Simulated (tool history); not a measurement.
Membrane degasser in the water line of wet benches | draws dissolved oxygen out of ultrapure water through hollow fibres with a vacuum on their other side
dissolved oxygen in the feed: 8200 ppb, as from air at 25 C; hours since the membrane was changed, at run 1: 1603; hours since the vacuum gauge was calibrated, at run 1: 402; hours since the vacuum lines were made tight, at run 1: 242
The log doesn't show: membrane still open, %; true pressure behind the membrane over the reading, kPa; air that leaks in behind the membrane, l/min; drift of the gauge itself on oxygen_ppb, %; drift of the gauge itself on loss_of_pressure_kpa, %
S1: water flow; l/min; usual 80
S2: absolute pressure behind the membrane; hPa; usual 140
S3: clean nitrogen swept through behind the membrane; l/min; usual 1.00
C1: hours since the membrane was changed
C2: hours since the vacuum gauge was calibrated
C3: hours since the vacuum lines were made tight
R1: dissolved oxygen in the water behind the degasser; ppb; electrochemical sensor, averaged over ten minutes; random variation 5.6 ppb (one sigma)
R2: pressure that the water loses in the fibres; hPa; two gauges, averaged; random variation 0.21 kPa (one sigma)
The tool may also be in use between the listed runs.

{"run": 1, "hour": 0.0, "S1": 80, "S2": 140, "S3": 1.0, "C1": 1603, "C2": 402, "C3": 242, "R1": 1305.6, "R2": 472.3}
{"run": 2, "hour": 49.9, "S1": 80, "S2": 140, "S3": 1.0, "C1": 1653, "C2": 452, "C3": 292, "R1": 1303.8, "R2": 472.1}
{"run": 3, "hour": 88.7, "S1": 80, "S2": 140, "S3": 1.0, "C1": 1692, "C2": 491, "C3": 331, "R1": 1304.6, "R2": 473.2}
{"run": 4, "hour": 142.9, "S1": 80, "S2": 275, "S3": 1.0, "C1": 1746, "C2": 545, "C3": 385, "R1": 2521.9, "R2": 472.3}
{"run": 5, "hour": 184.8, "S1": 80, "S2": 140, "S3": 1.0, "C1": 1788, "C2": 587, "C3": 427, "R1": 1309.4, "R2": 474.8}
{"run": 6, "hour": 239.8, "S1": 80, "S2": 211, "S3": 1.0, "C1": 1843, "C2": 642, "C3": 482, "R1": 1989.3, "R2": 475.9}
{"run": 7, "hour": 262.1, "S1": 80, "S2": 211, "S3": 1.0, "C1": 1866, "C2": 664, "C3": 504, "R1": 1994.1, "R2": 472.8}
{"run": 8, "hour": 288.2, "S1": 80, "S2": 211, "S3": 1.0, "C1": 1892, "C2": 690, "C3": 531, "R1": 1987.9, "R2": 474.4}
{"run": 9, "hour": 338.5, "S1": 80, "S2": 211, "S3": 1.0, "C1": 1942, "C2": 741, "C3": 581, "R1": 1991.9, "R2": 470.4}
{"run": 10, "hour": 377.3, "S1": 80, "S2": 211, "S3": 1.0, "C1": 1981, "C2": 779, "C3": 620, "R1": 1996.5, "R2": 474.1}
{"run": 11, "hour": 412.0, "S1": 80, "S2": 211, "S3": 1.0, "C1": 2016, "C2": 814, "C3": 654, "R1": 1996.1, "R2": 471.0}
{"run": 12, "hour": 451.7, "S1": 80, "S2": 211, "S3": 1.0, "C1": 2055, "C2": 854, "C3": 694, "R1": 1981.2, "R2": 473.1}
{"run": 13, "hour": 498.8, "S1": 80, "S2": 211, "S3": 1.19, "C1": 2102, "C2": 901, "C3": 741, "R1": 1789.9, "R2": 475.6}
{"run": 14, "hour": 526.6, "S1": 93, "S2": 140, "S3": 1.0, "C1": 2130, "C2": 929, "C3": 769, "R1": 1428.8, "R2": 550.3}
{"run": 15, "hour": 565.3, "S1": 80, "S2": 131, "S3": 1.0, "C1": 2169, "C2": 967, "C3": 808, "R1": 1213.2, "R2": 477.0}
{"run": 16, "hour": 590.9, "S1": 80, "S2": 131, "S3": 1.0, "C1": 2194, "C2": 993, "C3": 833, "R1": 1205.6, "R2": 472.5}
{"run": 17, "hour": 625.4, "S1": 80, "S2": 131, "S3": 1.0, "C1": 2229, "C2": 1027, "C3": 868, "R1": 1214.8, "R2": 475.3}
{"run": 18, "hour": 680.7, "S1": 121, "S2": 140, "S3": 0.5, "C1": 2284, "C2": 1083, "C3": 923, "R1": 2309.1, "R2": 720.6}
{"run": 19, "hour": 727.8, "S1": 89, "S2": 105, "S3": 0.77, "C1": 2331, "C2": 1130, "C3": 970, "R1": 1146.4, "R2": 522.4}
{"run": 20, "hour": 767.7, "S1": 58, "S2": 196, "S3": 1.57, "C1": 2371, "C2": 1170, "C3": 1010, "R1": 1102.8, "R2": 344.0}
{"run": 21, "hour": 789.9, "S1": 124, "S2": 104, "S3": 2.04, "C1": 2393, "C2": 1192, "C3": 1032, "R1": 788.8, "R2": 735.5}
{"run": 22, "hour": 817.0, "S1": 124, "S2": 104, "S3": 2.04, "C1": 2420, "C2": 1219, "C3": 1059, "R1": 790.6, "R2": 734.9}
{"run": 23, "hour": 839.3, "S1": 87, "S2": 140, "S3": 1.0, "C1": 2443, "C2": 1241, "C3": 1082, "R1": 1379.1, "R2": 516.1}
{"run": 24, "hour": 884.2, "S1": 52, "S2": 146, "S3": 1.12, "C1": 2488, "C2": 1286, "C3": 1127, "R1": 940.2, "R2": 310.5}
{"run": 25, "hour": 931.1, "S1": 76, "S2": 146, "S3": 1.12, "C1": 2535, "C2": 1333, "C3": 1173, "R1": 1223.2, "R2": 451.8}
{"run": 26, "hour": 971.6, "S1": 80, "S2": 140, "S3": 0.44, "C1": 2575, "C2": 1374, "C3": 1214, "R1": 2014.6, "R2": 474.5}
{"run": 27, "hour": 1006.8, "S1": 67, "S2": 213, "S3": 1.02, "C1": 2610, "C2": 1409, "C3": 1249, "R1": 1792.2, "R2": 396.6}
{"run": 28, "hour": 1040.4, "S1": 112, "S2": 311, "S3": 1.0, "C1": 2644, "C2": 1442, "C3": 1283, "R1": 3318.9, "R2": 662.7}
{"run": 29, "hour": 1091.7, "S1": 80, "S2": 140, "S3": 0.55, "C1": 2695, "C2": 1494, "C3": 1334, "R1": 1814.7, "R2": 472.2}
{"run": 30, "hour": 1125.1, "S1": 80, "S2": 121, "S3": 0.55, "C1": 2729, "C2": 1527, "C3": 1367, "R1": 1542.9, "R2": 472.8}
{"run": 31, "hour": 1157.9, "S1": 104, "S2": 152, "S3": 1.13, "C1": 2761, "C2": 1560, "C3": 1400, "R1": 1572.8, "R2": 617.2}
{"run": 32, "hour": 1183.5, "S1": 104, "S2": 109, "S3": 1.13, "C1": 2787, "C2": 1586, "C3": 1426, "R1": 1067.4, "R2": 615.6}
{"run": 33, "hour": 1212.9, "S1": 53, "S2": 120, "S3": 1.19, "C1": 2816, "C2": 1615, "C3": 1455, "R1": 727.2, "R2": 312.6}

Forecast each of these 3 alternatives for the next run:
{"run": "A", "hour": 1266.8, "S1": 70, "S2": 181, "S3": 0.57, "C1": 2870, "C2": 1669, "C3": 1509, "R1": "?", "R2": "?"}
{"run": "B", "hour": 1266.8, "S1": 85, "S2": 104, "S3": 1.27, "C1": 2870, "C2": 1669, "C3": 1509, "R1": "?", "R2": "?"}
{"run": "C", "hour": 1266.8, "S1": 105, "S2": 264, "S3": 1.36, "C1": 2870, "C2": 1669, "C3": 1509, "R1": "?", "R2": "?"}

run=A R1=2196.3 R2=411.8
run=B R1=824.0 R2=502.9
run=C R1=2400.3 R2=620.3
Without the tool's hidden state the same runs would have given:
run=A R1=2188.6 R2=407.6
run=B R1=815.2 R2=497.8
run=C R1=2393.6 R2=613.9
